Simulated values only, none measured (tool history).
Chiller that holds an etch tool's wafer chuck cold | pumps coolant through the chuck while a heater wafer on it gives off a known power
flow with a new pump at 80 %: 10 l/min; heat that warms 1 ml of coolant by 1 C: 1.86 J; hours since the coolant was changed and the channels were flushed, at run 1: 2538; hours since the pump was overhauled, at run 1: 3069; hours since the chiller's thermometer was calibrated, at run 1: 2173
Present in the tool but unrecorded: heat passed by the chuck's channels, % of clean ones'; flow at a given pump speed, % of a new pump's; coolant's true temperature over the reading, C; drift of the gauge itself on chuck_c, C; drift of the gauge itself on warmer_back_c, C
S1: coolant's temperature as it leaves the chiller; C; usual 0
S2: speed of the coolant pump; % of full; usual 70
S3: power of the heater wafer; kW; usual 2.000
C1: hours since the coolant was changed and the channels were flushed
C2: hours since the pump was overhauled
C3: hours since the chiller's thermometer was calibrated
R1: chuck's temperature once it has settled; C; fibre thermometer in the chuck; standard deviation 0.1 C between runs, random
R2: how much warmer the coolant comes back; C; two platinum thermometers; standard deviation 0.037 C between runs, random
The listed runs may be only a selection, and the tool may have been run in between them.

| run | hour | S1 | S2 | S3 | C1 | C2 | C3 | R1 | R2 |
|---|---|---|---|---|---|---|---|---|---|
| 1 | 0.0 | 0 | 70 | 2.000 | 2538 | 3069 | 2173 | 19.2 | 7.51 |
| 2 | 68.4 | 0 | 70 | 1.078 | 2606 | 3137 | 2241 | 10.4 | 4.04 |
| 3 | 145.0 | -3 | 70 | 2.000 | 2683 | 3214 | 2318 | 16.3 | 7.44 |
| 4 | 185.7 | -3 | 70 | 2.000 | 2723 | 3254 | 2359 | 16.4 | 7.45 |
| 5 | 236.6 | -3 | 70 | 2.000 | 2774 | 3305 | 2410 | 16.3 | 7.46 |
| 6 | 274.8 | -3 | 70 | 2.000 | 2812 | 3344 | 2448 | 16.3 | 7.50 |
| 7 | 356.9 | -3 | 70 | 2.000 | 2894 | 3426 | 2530 | 16.4 | 7.43 |
| 8 | 414.8 | -3 | 70 | 2.000 | 2952 | 3484 | 2588 | 16.1 | 7.41 |
| 9 | 485.9 | -3 | 70 | 2.000 | 3023 | 3555 | 2659 | 16.4 | 7.43 |
| 10 | 539.5 | -3 | 70 | 2.000 | 3077 | 3608 | 2712 | 16.2 | 7.44 |
| 11 | 598.0 | 5 | 70 | 2.000 | 3136 | 3667 | 2771 | 24.4 | 7.45 |
| 12 | 653.2 | 0 | 70 | 2.000 | 3191 | 3722 | 2826 | 19.4 | 7.50 |
| 13 | 707.6 | 0 | 70 | 2.000 | 3245 | 3776 | 2880 | 19.3 | 7.48 |
|  | 745.1 | chiller's thermometer calibrated |
| 14 | 746.6 | -6 | 70 | 2.000 | 3283 | 3814 | 2 | 13.3 | 7.46 |
| 15 | 813.3 | -6 | 70 | 2.000 | 3350 | 3881 | 68 | 13.3 | 7.48 |
| 16 | 862.9 | -3 | 70 | 2.000 | 3399 | 3931 | 118 | 16.4 | 7.46 |
| 17 | 928.8 | 2 | 88 | 1.118 | 3465 | 3997 | 184 | 10.9 | 3.30 |
| 18 | 1000.8 | 0 | 71 | 2.287 | 3537 | 4069 | 256 | 21.7 | 8.37 |
| 19 | 1043.5 | -7 | 91 | 2.046 | 3580 | 4111 | 298 | 8.8 | 5.78 |
| 20 | 1085.9 | -7 | 82 | 2.046 | 3623 | 4154 | 341 | 10.4 | 6.53 |
| 21 | 1136.2 | -2 | 75 | 1.423 | 3673 | 4204 | 391 | 11.0 | 4.97 |
| 22 | 1172.2 | 4 | 70 | 2.000 | 3709 | 4240 | 427 | 23.4 | 7.41 |
| 23 | 1206.1 | 9 | 69 | 1.848 | 3743 | 4274 | 461 | 27.2 | 6.98 |
| 24 | 1262.7 | 7 | 98 | 1.417 | 3799 | 4330 | 518 | 17.4 | 3.76 |
| 25 | 1325.5 | 7 | 98 | 1.417 | 3862 | 4393 | 580 | 17.5 | 3.72 |
| 26 | 1397.5 | 6 | 69 | 2.282 | 3934 | 4465 | 652 | 28.3 | 8.65 |
| 27 | 1438.2 | 7 | 70 | 2.275 | 3975 | 4506 | 693 | 28.9 | 8.54 |
| 28 | 1474.3 | 0 | 70 | 2.273 | 4011 | 4542 | 729 | 22.1 | 8.42 |
| 29 | 1534.5 | 0 | 70 | 2.273 | 4071 | 4602 | 789 | 21.8 | 8.52 |
| 30 | 1575.2 | 0 | 70 | 2.273 | 4112 | 4643 | 830 | 21.9 | 8.47 |
| 31 | 1654.5 | 2 | 70 | 2.351 | 4191 | 4722 | 909 | 24.8 | 8.76 |

3 options for the next run, each taken on its own from the tool as it stands now. Forecast them:
| A | 1710.9 | -10 | 62 | 2.000 | 4248 | 4779 | 966 | ? | ? |
| B | 1710.9 | 2 | 61 | 2.351 | 4248 | 4779 | 966 | ? | ? |
| C | 1710.9 | 6 | 70 | 2.000 | 4248 | 4779 | 966 | ? | ? |

| run | R1 | R2 |
|---|---|---|
| A | 11.4 | 8.53 |
| B | 27.6 | 10.17 |
| C | 25.5 | 7.44 |
With the hidden condition removed and each run's random variation left untouched, the same runs would have given:
| run | R1 | R2 |
|---|---|---|
| A | 11.4 | 8.52 |
| B | 27.6 | 10.17 |
| C | 25.5 | 7.43 |

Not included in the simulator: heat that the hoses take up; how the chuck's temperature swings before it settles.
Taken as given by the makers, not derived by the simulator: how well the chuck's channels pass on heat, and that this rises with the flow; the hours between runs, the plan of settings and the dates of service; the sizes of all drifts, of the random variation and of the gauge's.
